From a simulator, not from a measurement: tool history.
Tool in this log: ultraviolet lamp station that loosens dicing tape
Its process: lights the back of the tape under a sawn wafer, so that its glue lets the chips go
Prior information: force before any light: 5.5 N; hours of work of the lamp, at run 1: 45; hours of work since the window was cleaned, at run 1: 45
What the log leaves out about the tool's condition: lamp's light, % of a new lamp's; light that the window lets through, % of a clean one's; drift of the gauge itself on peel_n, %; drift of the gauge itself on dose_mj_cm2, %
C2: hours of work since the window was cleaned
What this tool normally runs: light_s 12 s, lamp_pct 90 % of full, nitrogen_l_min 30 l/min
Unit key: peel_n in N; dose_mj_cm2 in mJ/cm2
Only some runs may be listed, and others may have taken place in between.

Run 1, hour 0: usual settings; hours of work of the lamp 45; C2 45. Result: peel_n 0.346 N, dose_mj_cm2 265 mJ/cm2.
Run 2, hour 21: usual settings; hours of work of the lamp 59; C2 59. Result: peel_n 0.323 N, dose_mj_cm2 261 mJ/cm2.
Run 3, hour 38: usual settings; hours of work of the lamp 71; C2 71. Result: peel_n 0.348 N, dose_mj_cm2 258 mJ/cm2.
Run 4, hour 59.8: usual settings; hours of work of the lamp 86; C2 86. Result: peel_n 0.353 N, dose_mj_cm2 261 mJ/cm2.
Run 5, hour 79.8: usual settings; hours of work of the lamp 100; C2 100. Result: peel_n 0.37 N, dose_mj_cm2 258 mJ/cm2.
Run 6, hour 96.2: usual settings; hours of work of the lamp 112; C2 112. Result: peel_n 0.367 N, dose_mj_cm2 254 mJ/cm2.
Run 7, hour 119.4: usual settings; hours of work of the lamp 128; C2 128. Result: peel_n 0.39 N, dose_mj_cm2 255 mJ/cm2.
Run 8, hour 130.7: usual settings; hours of work of the lamp 136; C2 136. Result: peel_n 0.381 N, dose_mj_cm2 253 mJ/cm2.
Run 9, hour 145.7: usual settings but lamp_pct 61 % of full, nitrogen_l_min 38 l/min; hours of work of the lamp 146; C2 146. Result: peel_n 0.732 N, dose_mj_cm2 169 mJ/cm2.
Run 10, hour 158.8: usual settings but light_s 7 s, lamp_pct 71 % of full, nitrogen_l_min 46 l/min; hours of work of the lamp 155; C2 155. Result: peel_n 1.35 N, dose_mj_cm2 113 mJ/cm2.
Run 11, hour 174.3: usual settings but light_s 23 s, lamp_pct 71 % of full, nitrogen_l_min 46 l/min; hours of work of the lamp 166; C2 166. Result: peel_n 0.147 N, dose_mj_cm2 374 mJ/cm2.
Run 12, hour 194.4: usual settings but light_s 15 s, nitrogen_l_min 17 l/min; hours of work of the lamp 180; C2 180. Result: peel_n 0.347 N, dose_mj_cm2 307 mJ/cm2.
Run 13, hour 204.3: usual settings but light_s 15 s, nitrogen_l_min 17 l/min; hours of work of the lamp 187; C2 187. Result: peel_n 0.343 N, dose_mj_cm2 300 mJ/cm2.
Run 14, hour 215.4: usual settings but light_s 8 s, lamp_pct 64 % of full, nitrogen_l_min 28 l/min; hours of work of the lamp 194; C2 194. Result: peel_n 1.505 N, dose_mj_cm2 114 mJ/cm2.
Run 15, hour 233.8: usual settings but light_s 22 s, lamp_pct 88 % of full, nitrogen_l_min 39 l/min; hours of work of the lamp 207; C2 207. Result: peel_n 0.134 N, dose_mj_cm2 435 mJ/cm2.

Each row is a separate what-if for the run after 15, all from the same tool condition, not one after another. Results?
Run A, hour 249.9: usual settings but nitrogen_l_min 18 l/min; hours of work of the lamp 218; C2 218. Result: peel_n ?, dose_mj_cm2 ?.
Run B, hour 249.9: usual settings but light_s 7 s, lamp_pct 71 % of full, nitrogen_l_min 48 l/min; hours of work of the lamp 218; C2 218. Result: peel_n ?, dose_mj_cm2 ?.
Run C, hour 249.9: usual settings but light_s 22 s, lamp_pct 94 % of full, nitrogen_l_min 39 l/min; hours of work of the lamp 218; C2 218. Result: peel_n ?, dose_mj_cm2 ?.

run  peel_n  dose_mj_cm2
  A   0.552          240
  B   1.403          111
  C    0.13          453
Take away the tool's hidden state, keep each run's random variation, and the runs would have read:
run  peel_n  dose_mj_cm2
  A   0.403          279
  B   1.129          129
  C   0.118          529

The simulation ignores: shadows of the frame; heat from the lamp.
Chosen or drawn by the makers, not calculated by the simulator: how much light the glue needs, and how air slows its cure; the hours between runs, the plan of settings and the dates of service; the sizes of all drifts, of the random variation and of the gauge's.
